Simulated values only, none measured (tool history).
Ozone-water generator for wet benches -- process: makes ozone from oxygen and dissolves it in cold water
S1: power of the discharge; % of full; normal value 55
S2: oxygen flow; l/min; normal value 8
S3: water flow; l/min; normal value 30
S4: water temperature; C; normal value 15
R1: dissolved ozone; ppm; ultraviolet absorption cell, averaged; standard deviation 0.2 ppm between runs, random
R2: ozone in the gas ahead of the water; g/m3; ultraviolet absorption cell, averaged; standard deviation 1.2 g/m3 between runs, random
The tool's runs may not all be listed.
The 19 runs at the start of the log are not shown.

run    hour  S1     S2  S3  S4    R1     R2
 20  2436.9  55   9.89  30   8  31.8  190.1
 21  2545.7  55   9.89  30   8  31.9  192.6
 22  2715.9  55   9.89  30   8    32  191.5
 23  2868.5  72  11.06  23   7  46.7  216.3
 24  2996.4  72  11.06  23   7  46.7  215.2
 25  3177.4  72  11.06  23   7  46.7  217.2
     3248.1  -- gauge calibrated
 26  3258.8  55   7.28  48  15  18.2  223.6
 27  3372.7  55   7.28  48  15  18.1  224.3
 28  3536.2  87   5.53  36  12    31  334.9
 29  3707.3  55      8  45  15  19.8  211.4
 30  3864.9  96   8.22  30  15  40.5  303.1
 31  3984.1  55   10.4  30  16  28.4  190.4
 32  4138.3  55   10.4  30  16  28.4  190.1

Below are 3 alternative next runs, each starting from the tool's condition after run 32. Predict each:
  A  4284.1  55  8.36  40  17   ?   ?
  B  4284.1  94     8  28  21   ?   ?
  C  4284.1  44  5.86  30  21   ?   ?

run    R1     R2
  A  21.5  207.4
  B  37.9  300.3
  C  21.3  210.2
Without the tool's hidden state the same runs would have given:
run    R1     R2
  A  21.6  209.6
  B    38  303.7
  C  21.3  212.4

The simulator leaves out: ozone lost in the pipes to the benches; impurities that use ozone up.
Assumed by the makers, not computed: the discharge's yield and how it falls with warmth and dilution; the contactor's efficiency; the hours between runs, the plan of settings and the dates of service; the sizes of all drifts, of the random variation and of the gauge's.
